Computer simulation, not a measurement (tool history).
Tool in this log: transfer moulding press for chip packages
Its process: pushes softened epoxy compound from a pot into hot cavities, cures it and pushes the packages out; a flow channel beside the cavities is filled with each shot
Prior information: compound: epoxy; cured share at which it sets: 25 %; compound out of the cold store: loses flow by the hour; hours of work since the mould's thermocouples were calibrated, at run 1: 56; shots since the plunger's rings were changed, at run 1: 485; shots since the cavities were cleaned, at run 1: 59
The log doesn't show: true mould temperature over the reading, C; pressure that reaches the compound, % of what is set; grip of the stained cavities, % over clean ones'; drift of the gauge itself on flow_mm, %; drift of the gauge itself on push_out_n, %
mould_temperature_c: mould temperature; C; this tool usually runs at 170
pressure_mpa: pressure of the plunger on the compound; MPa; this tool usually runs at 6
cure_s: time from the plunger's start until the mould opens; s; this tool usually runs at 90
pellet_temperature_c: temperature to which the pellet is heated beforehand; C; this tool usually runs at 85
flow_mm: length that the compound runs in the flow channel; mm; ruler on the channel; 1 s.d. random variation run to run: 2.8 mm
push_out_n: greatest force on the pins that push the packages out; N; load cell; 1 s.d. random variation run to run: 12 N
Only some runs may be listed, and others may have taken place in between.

run    hour  mould_temperature_c  pressure_mpa  cure_s  pellet_temperature_c  hours of work since the mould's thermocouples were calibrated  shots since the plunger's rings were changed  shots since the cavities were cleaned  incoming compound's hours out of the cold store  flow_mm  push_out_n
  1       0                  170             6      90                    85                                                             56                                           485                                     59                                             17.5      661         660
  2    48.6                  170             6      90                    85                                                             76                                           883                                    457                                             15.1      674         887
       98.6  -- cavities cleaned with cleaning compound and waxed
  3    98.6                  170           4.5      90                    85                                                             96                                          1280                                      0                                             41.5      483         531
  4   152.4                  170             6      90                    77                                                            118                                          1722                                    442                                             15.3      659         907
      206.9  -- cavities cleaned with cleaning compound and waxed
  5   216.6                  170             6      90                    77                                                            143                                          2235                                     79                                             25.5      611         669
  6   285.4                  168             6      90                    77                                                            171                                          2800                                    644                                             47.2      530         968
      313.1  -- cavities cleaned with cleaning compound and waxed
  7   330.1                  168             6      90                    77                                                            189                                          3154                                    140                                              9.6      676         877
  8   383.2                  168             6      90                    77                                                            211                                          3589                                    575                                             46.1      526         939
      420.6  -- cavities cleaned with cleaning compound and waxed
  9   430.3                  170             6      90                    85                                                            229                                          3963                                     79                                             25.6      591         639
 10   472.1                  170             6      90                    85                                                            246                                          4306                                    422                                             15.7      634         825
      484.7  -- plunger's sealing rings changed
      529.7  -- cavities cleaned with cleaning compound and waxed
 11   537.5                  170             6      90                    85                                                            271                                           421                                     64                                             28.8      618         616
 12   608.6                  170             6      90                    85                                                            300                                          1004                                    647                                             42.1      554         790
      636.7  -- cavities cleaned with cleaning compound and waxed
 13   647.8                  170             6      90                    85                                                            316                                          1312                                     90                                             41.3      557         583
      653.3  -- mould's thermocouples calibrated
 14   699.4                  170             6      90                    85                                                             19                                          1719                                    497                                             47.9      529         720
 15   732.3                  168          7.07      85                    86                                                             32                                          1989                                    767                                             35.4      626        1060
      749.4  -- cavities cleaned with cleaning compound and waxed
 16   765.5                  176          7.49     108                    90                                                             45                                          2249                                    132                                             46.4      578         428
 17   817.4                  170          4.61      90                    87                                                             66                                          2674                                    557                                              9.7      593         831
        856  -- cavities cleaned with cleaning compound and waxed
 18     872                  174          4.61      90                    87                                                             88                                          3110                                    131                                             39.9      474         497
      890.2  -- mould's thermocouples calibrated, once more
 19   908.7                  174          4.61      90                    87                                                              8                                          3394                                    415                                             36.3      480         646
 20   947.2                  174          4.61      90                    87                                                             23                                          3710                                    731                                              8.1      583         684
      965.4  -- cavities cleaned with cleaning compound and waxed
 21  1005.5                  174          4.61      90                    79                                                             46                                          4176                                    329                                             32.5      493         612
     1030.2  -- plunger's sealing rings changed
 22  1070.4                  162           6.4     127                    81                                                             72                                           329                                    840                                               29      652         744
     1075.3  -- cavities cleaned with cleaning compound and waxed
 23  1116.9                  166             6      85                    85                                                             90                                           698                                    341                                               42      565        1172
 24  1163.9                  178          5.96      77                    82                                                            110                                          1083                                    726                                             19.4      630         778
     1181.9  -- cavities cleaned with cleaning compound and waxed
 25  1213.3                  170          7.21      90                    82                                                            129                                          1476                                    258                                              8.4      760         785
 26    1250                  170           5.8     112                    93                                                            144                                          1777                                    559                                             12.9      661         564
 27  1281.8                  164          5.25      90                    85                                                            157                                          2038                                    820                                             16.2      621        1464

Consider 3 possible next runs. They are alternatives, not a sequence: every one starts from the tool as it was left by run 27. What does each give?
     1287.6  -- cavities cleaned with cleaning compound and waxed
  A  1323.4                  170          4.87     110                    85                                                            173                                          2366                                    293                                             47.5        ?           ?
     1287.6  -- cavities cleaned with cleaning compound and waxed
  B  1323.4                  170          5.77      75                    85                                                            173                                          2366                                    293                                             37.1        ?           ?
     1287.6  -- cavities cleaned with cleaning compound and waxed
  C  1323.4                  164          5.25      90                    90                                                            173                                          2366                                    293                                             22.5        ?           ?

run  flow_mm  push_out_n
  A      468         520
  B      555        1157
  C      592        1261
Without the tool's unlogged condition, the same runs would have read:
run  flow_mm  push_out_n
  A      487         385
  B      578         868
  C      617         945
